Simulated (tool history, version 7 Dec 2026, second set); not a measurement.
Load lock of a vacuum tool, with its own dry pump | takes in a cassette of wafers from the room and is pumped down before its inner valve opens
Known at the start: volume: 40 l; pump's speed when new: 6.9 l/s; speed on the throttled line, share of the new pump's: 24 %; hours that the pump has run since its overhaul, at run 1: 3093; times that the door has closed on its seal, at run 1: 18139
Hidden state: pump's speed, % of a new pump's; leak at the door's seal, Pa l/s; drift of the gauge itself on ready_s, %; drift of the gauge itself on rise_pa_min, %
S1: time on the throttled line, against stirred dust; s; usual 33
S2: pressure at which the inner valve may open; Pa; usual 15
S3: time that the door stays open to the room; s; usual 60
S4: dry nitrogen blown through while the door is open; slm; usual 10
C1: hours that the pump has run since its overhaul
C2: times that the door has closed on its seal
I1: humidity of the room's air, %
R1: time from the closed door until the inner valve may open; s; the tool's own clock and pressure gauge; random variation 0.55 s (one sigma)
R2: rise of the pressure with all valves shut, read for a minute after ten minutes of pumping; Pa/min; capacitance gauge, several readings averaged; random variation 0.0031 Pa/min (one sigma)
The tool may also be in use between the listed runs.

{"run": 1, "hour": 0.0, "S1": 33, "S2": 15, "S3": 60, "S4": 10, "C1": 3093, "C2": 18139, "I1": 47.4, "R1": 76.6, "R2": 0.067}
{"run": 2, "hour": 646.6, "S1": 33, "S2": 15, "S3": 60, "S4": 10, "C1": 3740, "C2": 18947, "I1": 47.9, "R1": 75.5, "R2": 0.068}
{"run": 3, "hour": 1284.0, "S1": 33, "S2": 15, "S3": 41, "S4": 10, "C1": 4377, "C2": 19743, "I1": 42.6, "R1": 76.7, "R2": 0.043}
{"run": 4, "hour": 1815.7, "S1": 33, "S2": 15, "S3": 41, "S4": 10, "C1": 4909, "C2": 20407, "I1": 45.4, "R1": 76.0, "R2": 0.045}
{"run": 5, "hour": 2150.7, "S1": 33, "S2": 15, "S3": 60, "S4": 10, "C1": 5244, "C2": 20826, "I1": 41.9, "R1": 75.9, "R2": 0.057}
{"run": 6, "hour": 2839.4, "S1": 33, "S2": 15, "S3": 60, "S4": 10, "C1": 5933, "C2": 21686, "I1": 45.5, "R1": 76.9, "R2": 0.071}
{"run": 7, "hour": 3457.2, "S1": 33, "S2": 15, "S3": 60, "S4": 10, "C1": 6550, "C2": 22458, "I1": 46.5, "R1": 76.2, "R2": 0.064}
{"run": 8, "hour": 3794.9, "S1": 33, "S2": 15, "S3": 60, "S4": 10, "C1": 6888, "C2": 22880, "I1": 44.2, "R1": 77.0, "R2": 0.067}
{"run": 9, "hour": 4395.3, "S1": 33, "S2": 15, "S3": 60, "S4": 10, "C1": 7489, "C2": 23630, "I1": 45.6, "R1": 76.7, "R2": 0.058}
{"run": 10, "hour": 4804.4, "S1": 33, "S2": 14, "S3": 60, "S4": 10, "C1": 7898, "C2": 24141, "I1": 45.0, "R1": 77.6, "R2": 0.064}
{"hour": 5129.1, "done": "door's seal changed, seat wiped"}
{"run": 11, "hour": 5510.0, "S1": 33, "S2": 14, "S3": 60, "S4": 10, "C1": 8602, "C2": 476, "I1": 45.9, "R1": 76.9, "R2": 0.059}
{"run": 12, "hour": 6058.0, "S1": 57, "S2": 14, "S3": 60, "S4": 10, "C1": 9150, "C2": 1161, "I1": 47.4, "R1": 94.3, "R2": 0.064}
{"run": 13, "hour": 6688.9, "S1": 57, "S2": 14, "S3": 60, "S4": 10, "C1": 9781, "C2": 1949, "I1": 39.1, "R1": 96.1, "R2": 0.059}
{"run": 14, "hour": 7207.8, "S1": 57, "S2": 14, "S3": 60, "S4": 10, "C1": 10300, "C2": 2598, "I1": 47.1, "R1": 94.5, "R2": 0.064}
{"run": 15, "hour": 7538.2, "S1": 33, "S2": 15, "S3": 60, "S4": 10, "C1": 10630, "C2": 3010, "I1": 41.6, "R1": 77.4, "R2": 0.053}
{"run": 16, "hour": 8156.0, "S1": 33, "S2": 15, "S3": 60, "S4": 10, "C1": 11248, "C2": 3782, "I1": 45.6, "R1": 76.6, "R2": 0.069}
{"run": 17, "hour": 8713.3, "S1": 33, "S2": 15, "S3": 60, "S4": 6, "C1": 11805, "C2": 4479, "I1": 48.9, "R1": 76.2, "R2": 0.075}
{"run": 18, "hour": 9081.5, "S1": 33, "S2": 15, "S3": 60, "S4": 6, "C1": 12173, "C2": 4939, "I1": 45.6, "R1": 76.4, "R2": 0.071}
{"run": 19, "hour": 9700.2, "S1": 33, "S2": 23, "S3": 60, "S4": 6, "C1": 12792, "C2": 5712, "I1": 41.9, "R1": 73.7, "R2": 0.066}
{"run": 20, "hour": 9998.2, "S1": 17, "S2": 12, "S3": 152, "S4": 19, "C1": 13090, "C2": 6084, "I1": 43.5, "R1": 65.6, "R2": 0.097}
{"run": 21, "hour": 10563.9, "S1": 17, "S2": 10, "S3": 121, "S4": 13, "C1": 13656, "C2": 6791, "I1": 46.4, "R1": 67.0, "R2": 0.1}
{"run": 22, "hour": 11177.0, "S1": 34, "S2": 29, "S3": 41, "S4": 10, "C1": 14269, "C2": 7557, "I1": 45.2, "R1": 73.1, "R2": 0.053}
{"run": 23, "hour": 11671.4, "S1": 34, "S2": 29, "S3": 41, "S4": 10, "C1": 14763, "C2": 8175, "I1": 45.3, "R1": 73.2, "R2": 0.048}
{"run": 24, "hour": 12352.6, "S1": 17, "S2": 20, "S3": 110, "S4": 28, "C1": 15444, "C2": 9026, "I1": 44.2, "R1": 62.6, "R2": 0.063}
{"run": 25, "hour": 12874.5, "S1": 17, "S2": 20, "S3": 110, "S4": 28, "C1": 15966, "C2": 9678, "I1": 47.6, "R1": 62.2, "R2": 0.068}
{"run": 26, "hour": 13388.3, "S1": 44, "S2": 13, "S3": 50, "S4": 5, "C1": 16480, "C2": 10320, "I1": 47.6, "R1": 87.3, "R2": 0.068}
{"run": 27, "hour": 13729.7, "S1": 44, "S2": 28, "S3": 50, "S4": 13, "C1": 16821, "C2": 10747, "I1": 45.9, "R1": 82.1, "R2": 0.057}
{"run": 28, "hour": 14044.5, "S1": 44, "S2": 28, "S3": 50, "S4": 13, "C1": 17136, "C2": 11140, "I1": 45.1, "R1": 80.7, "R2": 0.049}
{"run": 29, "hour": 14488.7, "S1": 62, "S2": 28, "S3": 169, "S4": 20, "C1": 17580, "C2": 11695, "I1": 46.1, "R1": 95.6, "R2": 0.105}
{"run": 30, "hour": 14985.4, "S1": 62, "S2": 28, "S3": 169, "S4": 20, "C1": 18077, "C2": 12315, "I1": 45.9, "R1": 95.1, "R2": 0.106}
{"run": 31, "hour": 15494.0, "S1": 62, "S2": 28, "S3": 169, "S4": 20, "C1": 18586, "C2": 12951, "I1": 45.7, "R1": 95.5, "R2": 0.101}
{"run": 32, "hour": 15868.4, "S1": 33, "S2": 10, "S3": 32, "S4": 10, "C1": 18960, "C2": 13419, "I1": 40.3, "R1": 78.8, "R2": 0.037}
{"run": 33, "hour": 16395.0, "S1": 54, "S2": 10, "S3": 167, "S4": 5, "C1": 19487, "C2": 14077, "I1": 45.6, "R1": 95.3, "R2": 0.151}
{"run": 34, "hour": 16767.0, "S1": 35, "S2": 15, "S3": 105, "S4": 10, "C1": 19859, "C2": 14542, "I1": 42.8, "R1": 77.4, "R2": 0.086}
{"run": 35, "hour": 17295.3, "S1": 35, "S2": 15, "S3": 105, "S4": 10, "C1": 20387, "C2": 15202, "I1": 47.0, "R1": 78.0, "R2": 0.097}
{"run": 36, "hour": 17759.3, "S1": 35, "S2": 15, "S3": 105, "S4": 10, "C1": 20851, "C2": 15781, "I1": 43.1, "R1": 77.7, "R2": 0.09}
{"run": 37, "hour": 18091.4, "S1": 30, "S2": 15, "S3": 37, "S4": 15, "C1": 21183, "C2": 16196, "I1": 45.8, "R1": 74.2, "R2": 0.036}

4 ways to go on from here, each from the tool as it stands after run 37. What would each give?
{"run": "A", "hour": 18444.8, "S1": 31, "S2": 18, "S3": 60, "S4": 10, "C1": 21537, "C2": 16638, "I1": 46.7, "R1": "?", "R2": "?"}
{"run": "B", "hour": 18444.8, "S1": 33, "S2": 15, "S3": 176, "S4": 10, "C1": 21537, "C2": 16638, "I1": 46.0, "R1": "?", "R2": "?"}
{"run": "C", "hour": 18444.8, "S1": 30, "S2": 15, "S3": 37, "S4": 28, "C1": 21537, "C2": 16638, "I1": 42.4, "R1": "?", "R2": "?"}
{"run": "D", "hour": 18444.8, "S1": 33, "S2": 21, "S3": 129, "S4": 20, "C1": 21537, "C2": 16638, "I1": 47.7, "R1": "?", "R2": "?"}

run=A R1=74.4 R2=0.068
run=B R1=78.4 R2=0.136
run=C R1=74.3 R2=0.029
run=D R1=74.5 R2=0.091
Without the tool's hidden state the same runs would have given:
run=A R1=74.3 R2=0.067
run=B R1=78.3 R2=0.136
run=C R1=74.1 R2=0.028
run=D R1=74.4 R2=0.090

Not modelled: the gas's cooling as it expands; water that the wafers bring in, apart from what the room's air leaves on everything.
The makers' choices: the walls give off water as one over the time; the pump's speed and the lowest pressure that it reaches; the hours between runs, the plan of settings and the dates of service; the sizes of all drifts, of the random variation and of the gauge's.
